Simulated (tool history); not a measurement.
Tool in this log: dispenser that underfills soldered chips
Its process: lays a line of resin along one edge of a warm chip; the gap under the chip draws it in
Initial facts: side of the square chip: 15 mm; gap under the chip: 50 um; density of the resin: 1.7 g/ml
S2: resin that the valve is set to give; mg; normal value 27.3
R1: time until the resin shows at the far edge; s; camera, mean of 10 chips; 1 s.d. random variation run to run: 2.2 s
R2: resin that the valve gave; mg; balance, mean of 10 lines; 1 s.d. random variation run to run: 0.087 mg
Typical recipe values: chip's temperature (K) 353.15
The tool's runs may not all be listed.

run 1 hour=0.0 | chip's_temperature_(K)=353.15 S2=27.3 | R1=224.8 R2=26.81
run 2 hour=2.5 | chip's_temperature_(K)=353.15 S2=27.3 | R1=234.2 R2=26.73
run 3 hour=5.6 | chip's_temperature_(K)=353.15 S2=27.3 | R1=247.2 R2=26.68
run 4 hour=8.9 | chip's_temperature_(K)=353.15 S2=27.3 | R1=268.4 R2=26.76
run 5 hour=13.1 | chip's_temperature_(K)=353.15 S2=27.3 | R1=289.5 R2=26.65
run 6 hour=19.1 | chip's_temperature_(K)=353.15 S2=30.8 | R1=224.9 R2=29.88
run 7 hour=23.4 | chip's_temperature_(K)=353.15 S2=31.4 | R1=245.7 R2=30.54
run 8 hour=29.1 | chip's_temperature_(K)=353.15 S2=31.4 | R1=277.7 R2=30.42
run 9 hour=35.0 | chip's_temperature_(K)=359.15 S2=27.3 | R1=184.4 R2=26.61
run 10 hour=38.1 | chip's_temperature_(K)=359.15 S2=27.3 | R1=198.8 R2=26.54
run 11 hour=43.7 | chip's_temperature_(K)=359.15 S2=27.3 | R1=216.9 R2=26.40
run 12 hour=48.1 | chip's_temperature_(K)=353.15 S2=27.3 | R1=295.6 R2=26.40
run 13 hour=53.4 | chip's_temperature_(K)=353.15 S2=27.3 | R1=240.0 R2=26.37
run 14 hour=56.3 | chip's_temperature_(K)=353.15 S2=27.3 | R1=254.6 R2=26.47
run 15 hour=60.8 | chip's_temperature_(K)=353.15 S2=27.3 | R1=282.4 R2=26.27
run 16 hour=66.7 | chip's_temperature_(K)=354.15 S2=27.3 | R1=219.9 R2=26.34
run 17 hour=71.3 | chip's_temperature_(K)=353.15 S2=27.3 | R1=245.9 R2=26.26
run 18 hour=74.9 | chip's_temperature_(K)=353.15 S2=27.3 | R1=268.3 R2=26.31
run 19 hour=79.2 | chip's_temperature_(K)=345.15 S2=31.2 | R1=376.9 R2=30.17
run 20 hour=83.2 | chip's_temperature_(K)=348.15 S2=31.6 | R1=257.6 R2=30.33
run 21 hour=85.7 | chip's_temperature_(K)=356.15 S2=32.1 | R1=204.6 R2=30.78
run 22 hour=90.6 | chip's_temperature_(K)=342.15 S2=24.4 | R1=396.2 R2=23.46
run 23 hour=93.8 | chip's_temperature_(K)=347.15 S2=29.5 | R1=335.0 R2=28.38
run 24 hour=99.4 | chip's_temperature_(K)=355.15 S2=34.3 | R1=197.5 R2=34.42
run 25 hour=105.1 | chip's_temperature_(K)=355.15 S2=34.3 | R1=218.3 R2=34.03
run 26 hour=109.3 | chip's_temperature_(K)=355.15 S2=34.3 | R1=242.3 R2=34.19
run 27 hour=114.8 | chip's_temperature_(K)=355.15 S2=34.3 | R1=268.8 R2=34.02
run 28 hour=119.0 | chip's_temperature_(K)=363.15 S2=31.6 | R1=166.7 R2=31.48
run 29 hour=123.3 | chip's_temperature_(K)=339.15 S2=24.9 | R1=438.6 R2=24.71
run 30 hour=125.7 | chip's_temperature_(K)=351.15 S2=28.6 | R1=290.8 R2=28.36
run 31 hour=131.0 | chip's_temperature_(K)=367.15 S2=28.9 | R1=186.2 R2=28.56
run 32 hour=136.7 | chip's_temperature_(K)=365.15 S2=24.8 | R1=164.3 R2=24.59
run 33 hour=140.4 | chip's_temperature_(K)=359.15 S2=24.9 | R1=212.0 R2=24.64
run 34 hour=146.0 | chip's_temperature_(K)=366.15 S2=27.3 | R1=181.8 R2=26.97

Not shown here: 9 entries made in the log between runs. Locate each between two listed runs and compare the hidden state at the listed run before it with the hidden state at the listed run after it:
Runs 5 to 6: new syringe of resin (hour 16.5)
  resin's viscosity, % of fresh resin's: 129.8 -> 104.5; dose that the valve gives, % of what is set: 97.55 -> 97.42; true chip temperature over the reading, C: -0.02 -> 0
  difference, measured minus the result without the unlogged condition, R1: +67.8 -> +10.4 s; R2: -0.67 -> -0.79 mg
Runs 8 to 9: new syringe of resin (hour 32.9)
  resin's viscosity, % of fresh resin's: 127.3 -> 103.1; dose that the valve gives, % of what is set: 97.2 -> 97.08; true chip temperature over the reading, C: 0.04 -> 0.06
  difference, measured minus the result without the unlogged condition, R1: +59.9 -> +6.4 s; R2: -0.88 -> -0.80 mg
Runs 12 to 13: new syringe of resin (hour 49.2)
  resin's viscosity, % of fresh resin's: 133.4 -> 108.3; dose that the valve gives, % of what is set: 96.81 -> 96.69; true chip temperature over the reading, C: 0.11 -> 0.12
  difference, measured minus the result without the unlogged condition, R1: +74.7 -> +19.1 s; R2: -0.87 -> -0.90 mg
Runs 15 to 16: new syringe of resin (hour 65.7)
  resin's viscosity, % of fresh resin's: 125.4 -> 103; dose that the valve gives, % of what is set: 96.52 -> 96.4; true chip temperature over the reading, C: 0.15 -> 0.17
  difference, measured minus the result without the unlogged condition, R1: +57.7 -> +6.8 s; R2: -0.95 -> -0.98 mg
Runs 19 to 20: new syringe of resin (hour 82.0)
  resin's viscosity, % of fresh resin's: 131.9 -> 100.9; dose that the valve gives, % of what is set: 96.1 -> 96.03; true chip temperature over the reading, C: 0.21 -> 0.23
  difference, measured minus the result without the unlogged condition, R1: +90.1 -> +1.2 s; R2: -1.23 -> -1.26 mg
Runs 23 to 24: dispensing valve cleaned and set on the balance (hour 96.5); new syringe of resin (hour 99.4)
  resin's viscosity, % of fresh resin's: 124.2 -> 99.6; dose that the valve gives, % of what is set: 95.79 -> 99.98; true chip temperature over the reading, C: 0.26 -> 0.28
  difference, measured minus the result without the unlogged condition, R1: +64.6 -> -2.7 s; R2: -1.24 -> +0.00 mg
Runs 27 to 28: new syringe of resin (hour 115.7)
  resin's viscosity, % of fresh resin's: 134.8 -> 109; dose that the valve gives, % of what is set: 99.65 -> 99.57; true chip temperature over the reading, C: 0.33 -> 0.35
  difference, measured minus the result without the unlogged condition, R1: +67.1 -> +12.0 s; R2: -0.12 -> -0.13 mg
Runs 31 to 32: new syringe of resin (hour 132.2)
  resin's viscosity, % of fresh resin's: 138.1 -> 108.7; dose that the valve gives, % of what is set: 99.31 -> 99.18; true chip temperature over the reading, C: 0.39 -> 0.41
  difference, measured minus the result without the unlogged condition, R1: +49.8 -> +11.5 s; R2: -0.20 -> -0.20 mg
